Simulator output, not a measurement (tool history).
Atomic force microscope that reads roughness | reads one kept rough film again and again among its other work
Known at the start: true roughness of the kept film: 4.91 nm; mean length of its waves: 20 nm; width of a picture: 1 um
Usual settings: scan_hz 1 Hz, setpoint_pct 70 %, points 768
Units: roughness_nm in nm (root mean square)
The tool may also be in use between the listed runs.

run,hour,scan_hz,setpoint_pct,points,roughness_nm
1,0,1,70,768,2.484
2,11.4,1,70,768,2.292
# hour 19.7: new tip fitted
3,23.4,1,70,768,3.581
4,32.7,1,70,768,3.273
5,44,1,75,768,2.889
6,53.4,1,75,768,2.678
7,60.7,1,75,768,2.535
8,71.1,2.67,70,768,2.22
# hour 82.1: new tip fitted
9,86,2.67,70,768,3.278
10,96.5,2.67,70,768,3.007
11,108.2,1,70,410,2.849
12,122.6,1,70,410,2.576
13,130,1,70,768,2.45
14,140.5,1,70,768,2.277
# hour 145: new tip fitted
15,148.8,1,70,768,3.577
16,154.9,1,70,768,3.331
17,164.5,1,70,768,3.061
18,173.7,1,70,768,2.834
19,184.7,1,59,768,2.686
20,197.2,1,59,768,2.468
# hour 208.3: new tip fitted
21,208.3,1,59,768,3.762
22,217.4,1,76,768,3.31
23,231.8,1,76,768,2.907
24,245.6,1,70,768,2.619
25,257.8,1,70,768,2.396
26,268.3,1,70,768,2.282
# hour 270.7: new tip fitted
27,282.2,1,66,371,3.258
28,294.6,1,80,732,2.854
29,304.5,2.6,70,732,2.497
30,315.1,2.6,62,732,2.442
31,324,0.61,70,768,2.415
# hour 326: height scale calibrated on a step standard
# hour 335.2: new tip fitted
32,339.3,0.65,59,374,3.669
33,350.6,0.65,76,345,3.174
34,362.7,3.81,70,874,2.546
35,377.2,3.81,70,874,2.288
36,384.8,2.05,70,381,2.307
37,390.8,2.05,70,381,2.233
# hour 397.4: new tip fitted
38,397.4,3.19,80,337,2.963
# hour 400.5: height scale calibrated on a step standard, once more
39,411.5,3.19,80,337,2.64
40,420.8,3.19,80,337,2.446
41,428.9,3.19,80,337,2.278
42,436,1,63,477,2.707
43,447.2,1,63,477,2.534
44,459.6,1,56,432,2.351
# hour 461.8: new tip fitted
45,473.2,1,56,432,3.351
46,486.3,1,56,432,2.985
47,494.9,2.52,68,469,2.555
48,502.6,0.57,70,293,2.561
49,510.8,0.57,70,293,2.406
50,520.4,0.67,83,768,2.251
# hour 525.5: new tip fitted
51,531.4,0.73,83,452,3.422

Measured less the same run without the tool's hidden state. The same run-to-run variation is in both; the gauge's scatter may not be:
The hidden state here: radius of the tip, nm; height scale over the true one, %; drift of the gauge itself on roughness_nm, %.
run,roughness_nm
1,-1.264
2,-1.459
3,-0.175
4,-0.482
5,-0.804
6,-1.023
7,-1.141
8,-1.242
9,-0.175
10,-0.473
11,-0.84
12,-1.151
13,-1.278
14,-1.465
15,-0.192
16,-0.402
17,-0.674
18,-0.897
19,-1.14
20,-1.382
21,-0.073
22,-0.382
23,-0.774
24,-1.104
25,-1.324
26,-1.501
27,-0.483
28,-0.795
29,-0.955
30,-1.201
31,-1.42
32,-0.186
33,-0.525
34,-0.747
35,-1.003
36,-1.189
37,-1.292
38,-0.045
39,-0.353
40,-0.578
41,-0.718
42,-1.07
43,-1.261
44,-1.484
45,-0.457
46,-0.832
47,-0.951
48,-1.169
49,-1.317
50,-1.443
51,-0.197
